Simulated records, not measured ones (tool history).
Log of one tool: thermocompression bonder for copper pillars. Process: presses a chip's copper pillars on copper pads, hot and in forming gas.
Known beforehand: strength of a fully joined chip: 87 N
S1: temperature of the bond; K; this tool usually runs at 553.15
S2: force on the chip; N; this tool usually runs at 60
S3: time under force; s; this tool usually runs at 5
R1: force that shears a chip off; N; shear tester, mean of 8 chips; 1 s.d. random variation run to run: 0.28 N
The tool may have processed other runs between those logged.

Run 1, hour 0.0: usual settings. Result: R1 38.8 N.
Run 2, hour 11.4: usual settings. Result: R1 38.0 N.
Run 3, hour 35.4: usual settings but S1 547.15 K. Result: R1 35.7 N.
Run 4, hour 58.2: usual settings but S1 537.15 K. Result: R1 31.8 N.
Run 5, hour 83.7: usual settings but S1 537.15 K. Result: R1 31.5 N.
At hour 87.6: force cell calibrated.
At hour 90.5: forming gas filter changed.
Run 6, hour 107.8: usual settings but S1 537.15 K. Result: R1 34.2 N.
Run 7, hour 129.3: usual settings. Result: R1 40.2 N.
Run 8, hour 155.1: usual settings but S3 10 s. Result: R1 50.6 N.
Run 9, hour 172.1: usual settings but S1 527.15 K, S3 10 s. Result: R1 39.0 N.
At hour 193.3: force cell calibrated, once more.
Run 10, hour 193.7: usual settings but S1 527.15 K, S3 10 s. Result: R1 40.0 N.
Run 11, hour 207.2: usual settings but S1 527.15 K, S3 10 s. Result: R1 39.9 N.
Run 12, hour 232.9: usual settings but S1 527.15 K, S2 69 N, S3 10 s. Result: R1 43.7 N.
Run 13, hour 249.6: usual settings but S1 527.15 K, S2 69 N, S3 10 s. Result: R1 43.6 N.
Run 14, hour 274.8: usual settings but S1 527.15 K, S2 69 N, S3 10 s. Result: R1 43.3 N.
Run 15, hour 292.2: usual settings but S1 548.15 K, S2 69 N, S3 8 s. Result: R1 50.0 N.
Run 16, hour 309.6: usual settings but S1 543.15 K, S2 72 N, S3 13 s. Result: R1 55.9 N.
Run 17, hour 324.2: usual settings but S1 577.15 K, S2 73 N, S3 13 s. Result: R1 70.1 N.

Run 18 is up next; what results do you expect?
Run 18, hour 340.1: usual settings but S1 577.15 K, S2 73 N, S3 13 s. Result: R1 ?.

Run 18 came out at R1 70.2 N.
If the tool had no hidden condition, the same run with the same run-to-run variation would have returned R1 71.6 N.
